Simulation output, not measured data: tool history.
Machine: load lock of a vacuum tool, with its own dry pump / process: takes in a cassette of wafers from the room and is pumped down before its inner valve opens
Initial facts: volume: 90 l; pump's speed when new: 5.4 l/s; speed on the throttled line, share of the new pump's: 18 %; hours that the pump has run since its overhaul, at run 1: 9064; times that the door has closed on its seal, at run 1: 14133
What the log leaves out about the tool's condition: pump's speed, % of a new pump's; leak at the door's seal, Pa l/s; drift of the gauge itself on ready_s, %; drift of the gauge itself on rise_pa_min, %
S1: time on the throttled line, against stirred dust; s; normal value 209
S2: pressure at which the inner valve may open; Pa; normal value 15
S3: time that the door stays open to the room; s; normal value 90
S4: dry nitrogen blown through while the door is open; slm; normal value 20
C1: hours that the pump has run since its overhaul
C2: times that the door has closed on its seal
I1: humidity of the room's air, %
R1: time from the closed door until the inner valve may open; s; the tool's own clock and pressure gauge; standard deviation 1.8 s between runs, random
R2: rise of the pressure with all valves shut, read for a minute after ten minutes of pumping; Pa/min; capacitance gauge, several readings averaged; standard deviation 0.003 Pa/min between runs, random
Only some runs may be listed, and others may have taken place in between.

run 1 day=0 | S1=209 S2=15 S3=90 S4=20 | C1=9064 C2=14133 | I1=46.5 | R1=324.8 R2=0.099
run 2 day=6.054 | S1=209 S2=15 S3=90 S4=20 | C1=9210 C2=14370 | I1=47.8 | R1=324.4 R2=0.104
run 3 day=15.575 | S1=209 S2=15 S3=90 S4=20 | C1=9438 C2=14742 | I1=46.2 | R1=324.4 R2=0.101
run 4 day=25.429 | S1=209 S2=15 S3=90 S4=19 | C1=9675 C2=15128 | I1=47.3 | R1=324.7 R2=0.108
run 5 day=33.312 | S1=209 S2=15 S3=90 S4=19 | C1=9864 C2=15436 | I1=44 | R1=324.6 R2=0.104
run 6 day=39.492 | S1=209 S2=15 S3=90 S4=19 | C1=10012 C2=15678 | I1=47.8 | R1=326.5 R2=0.119
run 7 day=44.658 | S1=209 S2=15 S3=90 S4=9 | C1=10136 C2=15880 | I1=46.3 | R1=323.5 R2=0.127
run 8 day=55.4 | S1=209 S2=15 S3=90 S4=29 | C1=10394 C2=16300 | I1=43.3 | R1=327.4 R2=0.103
run 9 day=64.275 | S1=209 S2=15 S3=90 S4=29 | C1=10607 C2=16647 | I1=45.3 | R1=322.1 R2=0.116
run 10 day=74.196 | S1=209 S2=12 S3=90 S4=29 | C1=10845 C2=17034 | I1=45.9 | R1=328.9 R2=0.126
run 11 day=85.029 | S1=209 S2=16 S3=55 S4=43 | C1=11105 C2=17458 | I1=45.3 | R1=320 R2=0.114

Here are 5 independent what-if runs from the current tool condition. What would each one return?
run A day=94.275 | S1=209 S2=15 S3=53 S4=7 | C1=11327 C2=17819 | I1=45.9 | R1=? R2=?
run B day=94.275 | S1=209 S2=15 S3=209 S4=5 | C1=11327 C2=17819 | I1=47.1 | R1=? R2=?
run C day=94.275 | S1=166 S2=11 S3=90 S4=33 | C1=11327 C2=17819 | I1=47.5 | R1=? R2=?
run D day=94.275 | S1=351 S2=11 S3=55 S4=12 | C1=11327 C2=17819 | I1=43 | R1=? R2=?
run E day=94.275 | S1=209 S2=15 S3=41 S4=25 | C1=11327 C2=17819 | I1=46.9 | R1=? R2=?

run=A R1=325.5 R2=0.132
run=B R1=323.3 R2=0.181
run=C R1=294 R2=0.125
run=D R1=445.9 R2=0.129
run=E R1=327.9 R2=0.12
What these runs would have given with no unlogged condition in the tool:
run=A R1=319.8 R2=0.029
run=B R1=317.6 R2=0.078
run=C R1=287.6 R2=0.023
run=D R1=440.9 R2=0.028
run=E R1=322.1 R2=0.019

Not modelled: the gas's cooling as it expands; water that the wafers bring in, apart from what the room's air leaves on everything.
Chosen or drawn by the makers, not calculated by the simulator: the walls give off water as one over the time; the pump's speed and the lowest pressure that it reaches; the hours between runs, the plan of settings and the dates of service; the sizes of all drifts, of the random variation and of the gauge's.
